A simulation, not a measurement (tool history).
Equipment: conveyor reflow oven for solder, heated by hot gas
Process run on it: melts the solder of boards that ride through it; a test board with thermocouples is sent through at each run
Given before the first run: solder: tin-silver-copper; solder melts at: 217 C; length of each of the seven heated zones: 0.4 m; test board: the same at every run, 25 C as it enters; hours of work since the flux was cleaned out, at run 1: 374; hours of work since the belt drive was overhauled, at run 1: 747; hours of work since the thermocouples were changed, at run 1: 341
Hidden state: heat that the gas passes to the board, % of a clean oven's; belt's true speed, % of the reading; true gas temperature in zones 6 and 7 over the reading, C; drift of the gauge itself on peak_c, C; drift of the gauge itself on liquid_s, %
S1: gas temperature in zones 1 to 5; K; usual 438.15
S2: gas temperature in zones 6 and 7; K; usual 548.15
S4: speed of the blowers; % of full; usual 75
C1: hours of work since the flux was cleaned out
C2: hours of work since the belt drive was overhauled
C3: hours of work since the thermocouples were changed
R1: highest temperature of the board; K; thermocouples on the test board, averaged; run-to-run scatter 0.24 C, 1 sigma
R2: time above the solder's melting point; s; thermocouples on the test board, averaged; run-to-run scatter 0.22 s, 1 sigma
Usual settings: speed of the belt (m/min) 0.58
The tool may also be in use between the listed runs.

{"run": 1, "hour": 0.0, "S1": 438.15, "S2": 548.15, "speed of the belt (m/min)": 0.58, "S4": 75, "C1": 374, "C2": 747, "C3": 341, "R1": 527.25, "R2": 60.1}
{"run": 2, "hour": 27.3, "S1": 438.15, "S2": 548.15, "speed of the belt (m/min)": 0.58, "S4": 75, "C1": 394, "C2": 768, "C3": 361, "R1": 527.65, "R2": 60}
{"run": 3, "hour": 57.9, "S1": 438.15, "S2": 548.15, "speed of the belt (m/min)": 0.58, "S4": 75, "C1": 417, "C2": 791, "C3": 384, "R1": 527.65, "R2": 59.9}
{"run": 4, "hour": 82.6, "S1": 438.15, "S2": 548.15, "speed of the belt (m/min)": 0.561, "S4": 75, "C1": 435, "C2": 809, "C3": 402, "R1": 528.75, "R2": 63}
{"hour": 119.1, "done": "flux residue cleaned out of gas plates and filters"}
{"run": 5, "hour": 119.1, "S1": 438.15, "S2": 546.15, "speed of the belt (m/min)": 0.561, "S4": 75, "C1": 0, "C2": 833, "C3": 426, "R1": 527.45, "R2": 62.2}
{"run": 6, "hour": 136.7, "S1": 438.15, "S2": 546.15, "speed of the belt (m/min)": 0.561, "S4": 75, "C1": 13, "C2": 846, "C3": 439, "R1": 527.65, "R2": 62.3}
{"run": 7, "hour": 168.6, "S1": 433.15, "S2": 548.15, "speed of the belt (m/min)": 0.58, "S4": 75, "C1": 37, "C2": 870, "C3": 463, "R1": 527.15, "R2": 57.3}
{"run": 8, "hour": 192.7, "S1": 436.15, "S2": 548.15, "speed of the belt (m/min)": 0.58, "S4": 75, "C1": 55, "C2": 888, "C3": 481, "R1": 527.45, "R2": 59}
{"run": 9, "hour": 219.2, "S1": 436.15, "S2": 548.15, "speed of the belt (m/min)": 0.58, "S4": 75, "C1": 75, "C2": 907, "C3": 501, "R1": 527.85, "R2": 59.4}
{"run": 10, "hour": 246.8, "S1": 436.15, "S2": 548.15, "speed of the belt (m/min)": 0.58, "S4": 75, "C1": 95, "C2": 928, "C3": 521, "R1": 527.45, "R2": 59}
{"run": 11, "hour": 270.5, "S1": 436.15, "S2": 548.15, "speed of the belt (m/min)": 0.58, "S4": 75, "C1": 113, "C2": 946, "C3": 539, "R1": 528.05, "R2": 59.1}
{"run": 12, "hour": 285.2, "S1": 436.15, "S2": 548.15, "speed of the belt (m/min)": 0.58, "S4": 75, "C1": 124, "C2": 957, "C3": 550, "R1": 527.65, "R2": 58.7}
{"run": 13, "hour": 302.6, "S1": 436.15, "S2": 548.15, "speed of the belt (m/min)": 0.58, "S4": 75, "C1": 137, "C2": 970, "C3": 563, "R1": 527.55, "R2": 58.8}
{"run": 14, "hour": 319.4, "S1": 438.15, "S2": 548.15, "speed of the belt (m/min)": 0.58, "S4": 75, "C1": 150, "C2": 982, "C3": 576, "R1": 528.35, "R2": 60.1}
{"run": 15, "hour": 333.8, "S1": 438.15, "S2": 548.15, "speed of the belt (m/min)": 0.58, "S4": 75, "C1": 160, "C2": 993, "C3": 586, "R1": 528.05, "R2": 60.3}
{"hour": 355.3, "done": "belt drive overhauled, speed set with a stopwatch"}
{"run": 16, "hour": 366.5, "S1": 438.15, "S2": 548.15, "speed of the belt (m/min)": 0.58, "S4": 75, "C1": 182, "C2": 8, "C3": 608, "R1": 527.95, "R2": 59.9}
{"run": 17, "hour": 393.8, "S1": 438.15, "S2": 544.15, "speed of the belt (m/min)": 0.637, "S4": 75, "C1": 202, "C2": 29, "C3": 628, "R1": 521.55, "R2": 48.1}
{"run": 18, "hour": 420.6, "S1": 449.15, "S2": 544.15, "speed of the belt (m/min)": 0.552, "S4": 75, "C1": 222, "C2": 49, "C3": 648, "R1": 528.45, "R2": 67.8}
{"run": 19, "hour": 439.9, "S1": 444.15, "S2": 560.15, "speed of the belt (m/min)": 0.573, "S4": 60, "C1": 237, "C2": 63, "C3": 663, "R1": 532.95, "R2": 64.8}
{"run": 20, "hour": 455.1, "S1": 438.15, "S2": 536.15, "speed of the belt (m/min)": 0.616, "S4": 82, "C1": 248, "C2": 75, "C3": 674, "R1": 518.15, "R2": 48.7}
{"run": 21, "hour": 476.4, "S1": 438.15, "S2": 536.15, "speed of the belt (m/min)": 0.616, "S4": 82, "C1": 264, "C2": 91, "C3": 690, "R1": 518.35, "R2": 48.5}
{"run": 22, "hour": 491.9, "S1": 444.15, "S2": 548.15, "speed of the belt (m/min)": 0.63, "S4": 66, "C1": 276, "C2": 102, "C3": 702, "R1": 521.65, "R2": 50.9}
{"run": 23, "hour": 511.0, "S1": 449.15, "S2": 545.15, "speed of the belt (m/min)": 0.549, "S4": 75, "C1": 290, "C2": 116, "C3": 716, "R1": 529.05, "R2": 68.5}
{"run": 24, "hour": 533.0, "S1": 438.15, "S2": 560.15, "speed of the belt (m/min)": 0.58, "S4": 75, "C1": 306, "C2": 133, "C3": 732, "R1": 537.95, "R2": 65.9}
{"run": 25, "hour": 550.4, "S1": 438.15, "S2": 560.15, "speed of the belt (m/min)": 0.58, "S4": 75, "C1": 319, "C2": 146, "C3": 745, "R1": 538.15, "R2": 66.7}
{"run": 26, "hour": 573.7, "S1": 438.15, "S2": 560.15, "speed of the belt (m/min)": 0.58, "S4": 75, "C1": 337, "C2": 163, "C3": 763, "R1": 538.05, "R2": 66.5}
{"run": 27, "hour": 598.1, "S1": 438.15, "S2": 560.15, "speed of the belt (m/min)": 0.58, "S4": 75, "C1": 355, "C2": 181, "C3": 781, "R1": 537.95, "R2": 66.3}
{"run": 28, "hour": 616.8, "S1": 452.15, "S2": 550.15, "speed of the belt (m/min)": 0.468, "S4": 64, "C1": 369, "C2": 195, "C3": 795, "R1": 535.55, "R2": 87.3}
{"run": 29, "hour": 649.2, "S1": 438.15, "S2": 553.15, "speed of the belt (m/min)": 0.58, "S4": 75, "C1": 393, "C2": 220, "C3": 819, "R1": 531.95, "R2": 62.4}
{"run": 30, "hour": 680.3, "S1": 438.15, "S2": 553.15, "speed of the belt (m/min)": 0.58, "S4": 75, "C1": 416, "C2": 243, "C3": 842, "R1": 532.35, "R2": 62.5}
{"run": 31, "hour": 708.5, "S1": 452.15, "S2": 548.15, "speed of the belt (m/min)": 0.629, "S4": 75, "C1": 437, "C2": 264, "C3": 863, "R1": 528.05, "R2": 59.1}

Consider 4 possible next runs. They are alternatives, not a sequence: every one starts from the tool as it was left by run 31. What does each give?
{"run": "A", "hour": 724.2, "S1": 438.15, "S2": 548.15, "speed of the belt (m/min)": 0.58, "S4": 89, "C1": 449, "C2": 276, "C3": 875, "R1": "?", "R2": "?"}
{"run": "B", "hour": 724.2, "S1": 438.15, "S2": 546.15, "speed of the belt (m/min)": 0.58, "S4": 75, "C1": 449, "C2": 276, "C3": 875, "R1": "?", "R2": "?"}
{"run": "C", "hour": 724.2, "S1": 438.15, "S2": 562.15, "speed of the belt (m/min)": 0.58, "S4": 56, "C1": 449, "C2": 276, "C3": 875, "R1": "?", "R2": "?"}
{"run": "D", "hour": 724.2, "S1": 452.15, "S2": 545.15, "speed of the belt (m/min)": 0.629, "S4": 75, "C1": 449, "C2": 276, "C3": 875, "R1": "?", "R2": "?"}

run=A R1=532.35 R2=63.8
run=B R1=526.15 R2=58.6
run=C R1=530.15 R2=59.3
run=D R1=525.25 R2=57.7
The same runs, with their run-to-run variation unchanged, on a tool lacking any hidden condition would have given:
run=A R1=532.45 R2=63.9
run=B R1=526.25 R2=58.7
run=C R1=530.25 R2=59.4
run=D R1=525.35 R2=57.8
